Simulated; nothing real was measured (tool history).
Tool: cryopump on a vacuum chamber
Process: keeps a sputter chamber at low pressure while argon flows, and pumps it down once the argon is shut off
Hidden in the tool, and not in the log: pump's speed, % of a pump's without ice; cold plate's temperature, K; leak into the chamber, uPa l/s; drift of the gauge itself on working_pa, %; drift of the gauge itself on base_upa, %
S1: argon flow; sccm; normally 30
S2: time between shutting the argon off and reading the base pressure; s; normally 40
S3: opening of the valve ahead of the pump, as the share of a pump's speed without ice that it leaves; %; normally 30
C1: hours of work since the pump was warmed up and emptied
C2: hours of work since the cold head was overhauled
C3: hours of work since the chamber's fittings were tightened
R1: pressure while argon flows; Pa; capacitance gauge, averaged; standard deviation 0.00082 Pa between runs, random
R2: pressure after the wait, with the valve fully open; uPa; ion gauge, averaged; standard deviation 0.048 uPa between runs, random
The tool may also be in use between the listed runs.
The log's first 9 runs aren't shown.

run,day,S1,S2,S3,C1,C2,C3,R1,R2
10,7.517,18,187,30,772,772,1246,0.1016,2.60
11,8.333,18,187,30,786,786,1261,0.1016,2.67
12,9.067,18,187,30,799,799,1273,0.1011,2.58
13,9.796,18,187,30,812,812,1286,0.1022,2.67
14,10.471,30,40,30,823,823,1298,0.1719,4.69
15,11.283,30,40,30,837,837,1312,0.1698,4.59
16,12.142,30,40,30,852,852,1326,0.1701,4.82
17,13.008,30,40,30,867,867,1341,0.1719,4.79
18,13.996,30,180,28,884,884,1358,0.1840,2.89
19,14.604,19,81,30,895,895,1369,0.1088,3.56
20,15.325,44,79,37,907,907,1381,0.2059,3.53
# day 16.129: pump warmed up, emptied and cooled again
21,16.196,31,73,46,1,919,1393,0.1085,3.33
22,16.771,42,52,43,11,929,1403,0.1575,3.97
23,17.850,42,52,43,30,947,1421,0.1586,4.02
24,18.829,21,51,30,47,964,1438,0.1140,3.98
25,19.742,30,100,30,62,980,1454,0.1615,3.07
26,20.300,19,34,48,72,989,1464,0.0656,5.06
27,21.262,26,152,28,89,1006,1480,0.1511,2.69
28,22.133,26,152,28,104,1021,1495,0.1514,2.73
29,23.196,33,53,56,122,1039,1514,0.0981,4.17
30,23.629,30,210,40,130,1047,1521,0.1223,2.68
31,24.104,24,226,48,138,1055,1529,0.0828,2.63
32,25.183,50,40,42,156,1074,1548,0.1950,4.62
33,26.100,20,40,30,172,1090,1564,0.1079,4.76

What if the next run were any one of these 4? Each begins from the tool's condition after run 33:
A,26.954,14,43,30,187,1104,1579,?,?
B,26.954,20,141,30,187,1104,1579,?,?
C,26.954,21,273,30,187,1104,1579,?,?
D,26.954,20,20,49,187,1104,1579,?,?

run,R1,R2
A,0.0770,4.53
B,0.1083,2.93
C,0.1151,2.56
D,0.0677,7.54
With the hidden condition removed and each run's random variation left untouched, the same runs would have given:
run,R1,R2
A,0.0760,2.70
B,0.1069,1.03
C,0.1135,0.70
D,0.0662,5.63
